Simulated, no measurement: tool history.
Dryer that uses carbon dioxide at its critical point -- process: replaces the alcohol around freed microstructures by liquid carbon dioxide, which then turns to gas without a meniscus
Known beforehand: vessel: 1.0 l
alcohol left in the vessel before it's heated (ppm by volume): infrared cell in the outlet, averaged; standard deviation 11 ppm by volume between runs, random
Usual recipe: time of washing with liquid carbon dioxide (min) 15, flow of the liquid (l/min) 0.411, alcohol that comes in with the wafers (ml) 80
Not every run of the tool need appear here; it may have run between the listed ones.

run	hour	time of washing with liquid carbon dioxide (min)	flow of the liquid (l/min)	alcohol that comes in with the wafers (ml)	alcohol left in the vessel before it's heated (ppm by volume)
1	0	15	0.411	80	804
2	26.7	15	0.411	80	802
3	47.4	15	0.372	80	1159
4	66.9	15	0.319	80	1972
5	90.3	15	0.411	37	481
6	127.8	15	0.411	80	875
7	145.2	15	0.411	80	864
8	181.7	15	0.411	80	872
9	206.7	15	0.411	119	1277
10	240.5	15	0.411	119	1325
11	277.2	15	0.411	119	1344
12	309.3	15	0.411	27	441
13	332.1	15	0.411	80	1012
14	363.7	20	0.411	80	368
15	399.9	20	0.411	80	372
16	425.8	20	0.448	80	312
# hour 438.6: purifier's bed changed
17	460	20	0.448	80	123
18	493.2	16	0.561	24	60
19	526.1	17	0.425	45	232
20	556	17	0.425	45	264
21	581	17	0.425	45	266
22	610.1	17	0.425	45	284
23	638.2	15	0.271	28	1519
24	659.6	10	0.397	64	3781
25	696.9	14	0.397	117	2269
26	714.7	14	0.397	117	2375
27	748.3	11	0.683	24	185
28	789.6	11	0.683	24	182
# hour 803.5: inlet filter changed
29	827.5	22	0.569	80	60
30	846.8	15	0.57	80	167
31	868.7	21	0.411	64	145
32	896.3	21	0.411	64	142
33	914.9	21	0.411	64	151
34	941.2	15	0.383	28	391

Below are 5 alternative next runs, each starting from the tool's condition after run 34. Predict each:
A	982.1	10	0.252	106	?
B	982.1	9	0.557	54	?
C	982.1	15	0.625	28	?
D	982.1	17	0.383	92	?
E	982.1	15	0.541	28	?

run	alcohol left in the vessel before it's heated (ppm by volume)
A	15361
B	1272
C	107
D	690
E	146
With the hidden condition removed and each run's random variation left untouched, the same runs would have given:
run	alcohol left in the vessel before it's heated (ppm by volume)
A	14438
B	1072
C	27
D	535
E	59
